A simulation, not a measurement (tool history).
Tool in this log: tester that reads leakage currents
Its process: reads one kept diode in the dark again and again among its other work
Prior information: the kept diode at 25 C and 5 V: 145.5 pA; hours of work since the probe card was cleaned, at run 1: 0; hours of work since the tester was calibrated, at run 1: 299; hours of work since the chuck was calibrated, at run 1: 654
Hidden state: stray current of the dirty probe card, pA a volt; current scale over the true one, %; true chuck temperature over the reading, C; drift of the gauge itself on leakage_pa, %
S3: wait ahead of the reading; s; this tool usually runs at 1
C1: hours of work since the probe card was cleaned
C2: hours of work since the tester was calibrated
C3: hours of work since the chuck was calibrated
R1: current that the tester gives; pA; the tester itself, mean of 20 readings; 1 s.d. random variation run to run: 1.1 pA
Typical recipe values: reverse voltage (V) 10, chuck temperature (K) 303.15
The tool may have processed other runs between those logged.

Run 1, hour 0: usual settings; C1 0; C2 299; C3 654. Result: R1 351.58 pA.
Run 2, hour 96.1: usual settings but reverse voltage (V) 6.6; C1 54; C2 353; C3 709. Result: R1 274.52 pA.
Run 3, hour 229.5: usual settings but reverse voltage (V) 6.6; C1 130; C2 429; C3 784. Result: R1 276.34 pA.
Run 4, hour 432.2: usual settings but reverse voltage (V) 6.6; C1 245; C2 543; C3 899. Result: R1 275.75 pA.
Run 5, hour 522: usual settings but reverse voltage (V) 6.6; C1 296; C2 594; C3 950. Result: R1 275.19 pA.
Run 6, hour 716.5: usual settings but reverse voltage (V) 11.3; C1 406; C2 704; C3 1060. Result: R1 379.09 pA.
Run 7, hour 831.1: usual settings but reverse voltage (V) 11.3; C1 471; C2 769; C3 1125. Result: R1 378.85 pA.
Run 8, hour 976.7: usual settings but S3 1.08 s; C1 553; C2 852; C3 1207. Result: R1 349.59 pA.
Run 9, hour 1065.5: usual settings but S3 5.35 s; C1 604; C2 902; C3 1258. Result: R1 347.04 pA.
At hour 1089.4: chuck's temperature calibrated.
Run 10, hour 1269.3: usual settings but S3 0.57 s; C1 718; C2 1016; C3 102. Result: R1 352.06 pA.
Run 11, hour 1400.7: usual settings; C1 792; C2 1091; C3 176. Result: R1 350.31 pA.
Run 12, hour 1492.9: usual settings; C1 844; C2 1143; C3 229. Result: R1 350.67 pA.
Run 13, hour 1651.7: usual settings; C1 934; C2 1233; C3 318. Result: R1 352.07 pA.
Run 14, hour 1774.3: usual settings; C1 1004; C2 1302; C3 388. Result: R1 351.91 pA.
Run 15, hour 1956: usual settings; C1 1107; C2 1405; C3 491. Result: R1 350.42 pA.
Run 16, hour 2054.7: usual settings; C1 1163; C2 1461; C3 547. Result: R1 351.78 pA.
At hour 2137.1: probe card cleaned and baked.
Run 17, hour 2141.4: usual settings; C1 2; C2 1509; C3 594. Result: R1 352.62 pA.
Run 18, hour 2279.2: usual settings but reverse voltage (V) 9.4, chuck temperature (K) 309.15; C1 80; C2 1587; C3 672. Result: R1 578.39 pA.
Run 19, hour 2473.7: usual settings but reverse voltage (V) 5.2, chuck temperature (K) 295.15, S3 0.6 s; C1 191; C2 1697; C3 782. Result: R1 114.5 pA.
Run 20, hour 2665: usual settings but reverse voltage (V) 5.2, chuck temperature (K) 293.15, S3 1.87 s; C1 299; C2 1805; C3 891. Result: R1 92.32 pA.
Run 21, hour 2850.6: usual settings but reverse voltage (V) 1.2, chuck temperature (K) 312.15; C1 404; C2 1910; C3 996. Result: R1 229.33 pA.
Run 22, hour 2994: usual settings but reverse voltage (V) 1.2, chuck temperature (K) 312.15; C1 485; C2 1992; C3 1077. Result: R1 229.84 pA.
Run 23, hour 3123.9: usual settings but reverse voltage (V) 3.1; C1 559; C2 2065; C3 1151. Result: R1 177.62 pA.
Run 24, hour 3238.9: usual settings but reverse voltage (V) 3.1; C1 624; C2 2130; C3 1216. Result: R1 177.74 pA.
At hour 3334.7: chuck's temperature calibrated.
Run 25, hour 3396.7: usual settings but chuck temperature (K) 308.15, S3 0.33 s; C1 712; C2 2219; C3 35. Result: R1 559.14 pA.
Run 26, hour 3549.7: usual settings but chuck temperature (K) 308.15, S3 0.33 s; C1 799; C2 2305; C3 122. Result: R1 558.31 pA.
Run 27, hour 3671.3: usual settings but reverse voltage (V) 12.8, chuck temperature (K) 302.15, S3 0.48 s; C1 868; C2 2374; C3 191. Result: R1 373.33 pA.
Run 28, hour 3833.8: usual settings but reverse voltage (V) 12.8, chuck temperature (K) 302.15, S3 0.48 s; C1 960; C2 2466; C3 283. Result: R1 375.72 pA.
Run 29, hour 4008.1: usual settings but chuck temperature (K) 307.15; C1 1059; C2 2565; C3 381. Result: R1 504.76 pA.
Run 30, hour 4214.3: usual settings but chuck temperature (K) 307.15; C1 1175; C2 2682; C3 498. Result: R1 502.09 pA.
At hour 4278.2: probe card cleaned and baked.
Run 31, hour 4362.2: usual settings but S3 1.26 s; C1 48; C2 2764; C3 580. Result: R1 350.89 pA.
Run 32, hour 4483.6: usual settings but reverse voltage (V) 9.6, chuck temperature (K) 308.15, S3 7.44 s; C1 116; C2 2832; C3 649. Result: R1 534.1 pA.
At hour 4507.1: tester calibrated.
Run 33, hour 4590.5: usual settings but reverse voltage (V) 2.3, chuck temperature (K) 330.15, S3 7.44 s; C1 176; C2 47; C3 708. Result: R1 1453.74 pA.
Run 34, hour 4724: usual settings but reverse voltage (V) 2.3, chuck temperature (K) 330.15, S3 7.44 s; C1 251; C2 123; C3 784. Result: R1 1457.39 pA.

Each row is a separate what-if for the run after 34, all from the same tool condition, not one after another. Results?
Run A, hour 4852: usual settings but reverse voltage (V) 13.3, chuck temperature (K) 304.15, S3 4.57 s; C1 324; C2 195; C3 857. Result: R1 ?.
Run B, hour 4852: usual settings but reverse voltage (V) 5, chuck temperature (K) 297.15; C1 324; C2 195; C3 857. Result: R1 ?.
Run C, hour 4852: usual settings but reverse voltage (V) 2.3, chuck temperature (K) 310.15, S3 7.44 s; C1 324; C2 195; C3 857. Result: R1 ?.
Run D, hour 4852: usual settings but reverse voltage (V) 3.1, chuck temperature (K) 293.15, S3 2.91 s; C1 324; C2 195; C3 857. Result: R1 ?.
Run E, hour 4852: usual settings but reverse voltage (V) 18; C1 324; C2 195; C3 857. Result: R1 ?.

run      R1
  A  448.41
  B  134.46
  C  280.01
  D   68.38
  E  494.43
Had the tool no hidden state, the same runs would have come out as:
run      R1
  A  448.05
  B  134.35
  C  279.82
  D   68.32
  E  494.01

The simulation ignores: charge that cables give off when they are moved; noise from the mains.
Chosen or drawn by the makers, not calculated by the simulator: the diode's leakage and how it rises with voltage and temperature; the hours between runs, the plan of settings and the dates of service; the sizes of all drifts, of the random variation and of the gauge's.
